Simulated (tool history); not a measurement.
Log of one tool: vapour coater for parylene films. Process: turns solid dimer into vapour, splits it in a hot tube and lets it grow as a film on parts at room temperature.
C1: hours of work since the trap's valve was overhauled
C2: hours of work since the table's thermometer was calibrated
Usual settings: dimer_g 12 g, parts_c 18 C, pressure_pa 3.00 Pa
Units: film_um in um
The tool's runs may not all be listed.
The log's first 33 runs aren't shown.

Run 34, hour 394.9: usual settings but dimer_g 18 g, parts_c 16 C, pressure_pa 11.79 Pa; C1 402; C2 450. Result: film_um 3.44 um.
Run 35, hour 403.1: usual settings but dimer_g 18 g, parts_c 16 C, pressure_pa 11.79 Pa; C1 406; C2 454. Result: film_um 3.40 um.
Run 36, hour 419.6: usual settings but dimer_g 18 g, parts_c 16 C, pressure_pa 11.79 Pa; C1 413; C2 461. Result: film_um 3.39 um.
Run 37, hour 431.2: usual settings but dimer_g 18 g, parts_c 15 C, pressure_pa 10.95 Pa; C1 418; C2 466. Result: film_um 3.54 um.
Run 38, hour 442.8: usual settings but dimer_g 20 g, parts_c 17 C; C1 423; C2 471. Result: film_um 4.56 um.
Run 39, hour 453.1: usual settings but dimer_g 20 g, parts_c 19 C, pressure_pa 7.27 Pa; C1 427; C2 476. Result: film_um 3.76 um.
Run 40, hour 463.7: usual settings but parts_c 12 C; C1 432; C2 480. Result: film_um 3.27 um.
Run 41, hour 472.4: usual settings but parts_c 12 C; C1 436; C2 484. Result: film_um 3.21 um.
Run 42, hour 483.4: usual settings but pressure_pa 4.45 Pa; C1 441; C2 489. Result: film_um 2.54 um.
Run 43, hour 491.9: usual settings but pressure_pa 4.45 Pa; C1 444; C2 493. Result: film_um 2.51 um.
Run 44, hour 505.5: usual settings but pressure_pa 4.45 Pa; C1 450; C2 499. Result: film_um 2.55 um.
Run 45, hour 514.4: usual settings but dimer_g 6 g, pressure_pa 7.51 Pa; C1 454; C2 502. Result: film_um 1.14 um.
Run 46, hour 525.4: usual settings but parts_c 27 C, pressure_pa 8.78 Pa; C1 459; C2 507. Result: film_um 1.71 um.
Run 47, hour 532.5: usual settings but dimer_g 18 g, pressure_pa 5.78 Pa; C1 462; C2 510. Result: film_um 3.65 um.

Forecast each of these 3 alternatives for the next run:
Run A, hour 542.7: usual settings but parts_c 15 C, pressure_pa 6.27 Pa; C1 467; C2 515. Result: film_um ?.
Run B, hour 542.7: usual settings but parts_c 16 C; C1 467; C2 515. Result: film_um ?.
Run C, hour 542.7: usual settings but dimer_g 18 g, parts_c 11 C, pressure_pa 2.43 Pa; C1 467; C2 515. Result: film_um ?.

run  film_um
  A     2.61
  B     2.83
  C     5.17
Without the tool's hidden state the same runs would have given:
run  film_um
  A     2.62
  B     2.84
  C     5.18
